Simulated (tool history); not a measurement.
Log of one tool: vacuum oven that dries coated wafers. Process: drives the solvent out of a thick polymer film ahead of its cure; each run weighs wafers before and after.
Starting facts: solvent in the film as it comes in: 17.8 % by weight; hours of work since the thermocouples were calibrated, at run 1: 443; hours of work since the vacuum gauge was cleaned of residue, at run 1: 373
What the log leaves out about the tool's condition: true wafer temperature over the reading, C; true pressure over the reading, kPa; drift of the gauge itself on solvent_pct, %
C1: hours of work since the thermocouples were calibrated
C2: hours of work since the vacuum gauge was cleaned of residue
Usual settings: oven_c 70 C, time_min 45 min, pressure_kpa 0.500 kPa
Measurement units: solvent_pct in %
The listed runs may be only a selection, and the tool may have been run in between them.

{"run": 1, "day": 0.0, "oven_c": 70, "time_min": 45, "pressure_kpa": 0.5, "C1": 443, "C2": 373, "solvent_pct": 3.96}
{"run": 2, "day": 0.642, "oven_c": 70, "time_min": 45, "pressure_kpa": 0.5, "C1": 454, "C2": 384, "solvent_pct": 3.9}
{"run": 3, "day": 1.262, "oven_c": 66, "time_min": 45, "pressure_kpa": 0.5, "C1": 465, "C2": 395, "solvent_pct": 5.63}
{"run": 4, "day": 1.742, "oven_c": 66, "time_min": 45, "pressure_kpa": 0.5, "C1": 474, "C2": 404, "solvent_pct": 5.66}
{"run": 5, "day": 2.425, "oven_c": 66, "time_min": 45, "pressure_kpa": 0.5, "C1": 486, "C2": 416, "solvent_pct": 5.6}
{"run": 6, "day": 2.962, "oven_c": 70, "time_min": 45, "pressure_kpa": 0.5, "C1": 496, "C2": 426, "solvent_pct": 3.99}
{"run": 7, "day": 3.35, "oven_c": 70, "time_min": 45, "pressure_kpa": 0.5, "C1": 503, "C2": 433, "solvent_pct": 4.08}
{"run": 8, "day": 3.842, "oven_c": 70, "time_min": 45, "pressure_kpa": 0.5, "C1": 512, "C2": 442, "solvent_pct": 3.94}
{"run": 9, "day": 4.475, "oven_c": 70, "time_min": 65, "pressure_kpa": 0.5, "C1": 523, "C2": 453, "solvent_pct": 2.4}
{"run": 10, "day": 4.867, "oven_c": 70, "time_min": 65, "pressure_kpa": 0.5, "C1": 530, "C2": 460, "solvent_pct": 2.46}
{"run": 11, "day": 5.45, "oven_c": 74, "time_min": 65, "pressure_kpa": 0.5, "C1": 541, "C2": 471, "solvent_pct": 1.39}
{"run": 12, "day": 5.808, "oven_c": 76, "time_min": 53, "pressure_kpa": 1.819, "C1": 547, "C2": 477, "solvent_pct": 2.54}
{"run": 13, "day": 6.517, "oven_c": 76, "time_min": 53, "pressure_kpa": 1.819, "C1": 560, "C2": 490, "solvent_pct": 2.62}
{"run": 14, "day": 7.188, "oven_c": 75, "time_min": 32, "pressure_kpa": 1.819, "C1": 572, "C2": 502, "solvent_pct": 4.81}
{"run": 15, "day": 7.662, "oven_c": 60, "time_min": 35, "pressure_kpa": 0.906, "C1": 581, "C2": 511, "solvent_pct": 9.81}
{"run": 16, "day": 8.383, "oven_c": 74, "time_min": 65, "pressure_kpa": 0.906, "C1": 594, "C2": 524, "solvent_pct": 1.74}
{"run": 17, "day": 8.754, "oven_c": 74, "time_min": 65, "pressure_kpa": 0.906, "C1": 600, "C2": 530, "solvent_pct": 1.88}

4 ways to go on from here, each from the tool as it stands after run 17. What would each give?
{"run": "A", "day": 9.146, "oven_c": 74, "time_min": 45, "pressure_kpa": 0.5, "C1": 608, "C2": 537, "solvent_pct": "?"}
{"run": "B", "day": 9.146, "oven_c": 74, "time_min": 65, "pressure_kpa": 0.436, "C1": 608, "C2": 537, "solvent_pct": "?"}
{"run": "C", "day": 9.146, "oven_c": 67, "time_min": 31, "pressure_kpa": 0.437, "C1": 608, "C2": 537, "solvent_pct": "?"}
{"run": "D", "day": 9.146, "oven_c": 79, "time_min": 43, "pressure_kpa": 0.964, "C1": 608, "C2": 537, "solvent_pct": "?"}

run=A solvent_pct=2.68
run=B solvent_pct=1.40
run=C solvent_pct=6.99
run=D solvent_pct=1.78
Take away the tool's hidden state, keep each run's random variation, and the runs would have read:
run=A solvent_pct=2.32
run=B solvent_pct=1.15
run=C solvent_pct=6.54
run=D solvent_pct=1.53

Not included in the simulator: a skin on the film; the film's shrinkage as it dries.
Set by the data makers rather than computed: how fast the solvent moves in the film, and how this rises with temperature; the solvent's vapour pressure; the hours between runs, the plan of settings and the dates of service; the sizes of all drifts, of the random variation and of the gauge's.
